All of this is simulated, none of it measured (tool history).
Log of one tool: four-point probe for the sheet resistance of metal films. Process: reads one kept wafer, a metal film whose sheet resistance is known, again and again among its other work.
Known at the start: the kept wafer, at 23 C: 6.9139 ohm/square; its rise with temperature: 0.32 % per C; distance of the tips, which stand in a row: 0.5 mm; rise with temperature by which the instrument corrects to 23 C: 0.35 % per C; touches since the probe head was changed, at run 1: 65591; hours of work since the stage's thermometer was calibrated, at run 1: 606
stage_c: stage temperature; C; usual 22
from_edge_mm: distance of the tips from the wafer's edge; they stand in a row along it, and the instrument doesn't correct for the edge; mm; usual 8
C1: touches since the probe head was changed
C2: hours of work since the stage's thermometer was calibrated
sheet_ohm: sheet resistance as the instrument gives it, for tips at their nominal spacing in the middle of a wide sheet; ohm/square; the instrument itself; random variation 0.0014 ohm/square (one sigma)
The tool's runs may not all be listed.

Run 1, hour 0: usual settings; C1 65591; C2 606. Result: sheet_ohm 6.941614 ohm/square.
Run 2, hour 29.3: usual settings but stage_c 23 C; C1 66477; C2 626. Result: sheet_ohm 6.941024 ohm/square.
Run 3, hour 59.2: usual settings; C1 67378; C2 646. Result: sheet_ohm 6.942223 ohm/square.
Run 4, hour 121.9: usual settings; C1 69272; C2 689. Result: sheet_ohm 6.947973 ohm/square.
Run 5, hour 186.3: usual settings; C1 71217; C2 734. Result: sheet_ohm 6.945057 ohm/square.
At hour 221.6: new probe head fitted.
Run 6, hour 242.1: usual settings; C1 620; C2 771. Result: sheet_ohm 6.907554 ohm/square.
Run 7, hour 273.5: usual settings; C1 1567; C2 793. Result: sheet_ohm 6.90922 ohm/square.
Run 8, hour 302: usual settings; C1 2427; C2 813. Result: sheet_ohm 6.910148 ohm/square.
Run 9, hour 359.9: usual settings but stage_c 24 C, from_edge_mm 38 mm; C1 4175; C2 852. Result: sheet_ohm 6.893349 ohm/square.
Run 10, hour 419.8: usual settings but stage_c 20 C, from_edge_mm 38 mm; C1 5985; C2 894. Result: sheet_ohm 6.899382 ohm/square.
Run 11, hour 460.4: usual settings but stage_c 19 C, from_edge_mm 24 mm; C1 7210; C2 921. Result: sheet_ohm 6.906609 ohm/square.
Run 12, hour 519.5: usual settings but stage_c 35 C; C1 8995; C2 962. Result: sheet_ohm 6.887655 ohm/square.
Run 13, hour 550.5: usual settings but stage_c 35 C, from_edge_mm 25 mm; C1 9932; C2 983. Result: sheet_ohm 6.875947 ohm/square.
Run 14, hour 602.3: usual settings but from_edge_mm 6 mm; C1 11496; C2 1019. Result: sheet_ohm 6.926048 ohm/square.
Run 15, hour 648.7: usual settings but from_edge_mm 6 mm; C1 12895; C2 1051. Result: sheet_ohm 6.926997 ohm/square.

Measured less the same run without the tool's hidden state. The same run-to-run variation is in both; the gauge's scatter may not be:
The hidden state here: inner tips' distance over the nominal, %; tips' flats over new ones', %; wafer's true temperature over the reading, C; drift of the gauge itself on sheet_ohm, %.
run  sheet_ohm
  1  +0.011575
  2  +0.011964
  3   +0.01244
  4  +0.013401
  5  +0.014401
  6  -0.021972
  7   -0.02149
  8  -0.021078
  9  -0.020042
 10  -0.019233
 11  -0.018631
 12  -0.017309
 13  -0.016823
 14  -0.016402
 15  -0.015734

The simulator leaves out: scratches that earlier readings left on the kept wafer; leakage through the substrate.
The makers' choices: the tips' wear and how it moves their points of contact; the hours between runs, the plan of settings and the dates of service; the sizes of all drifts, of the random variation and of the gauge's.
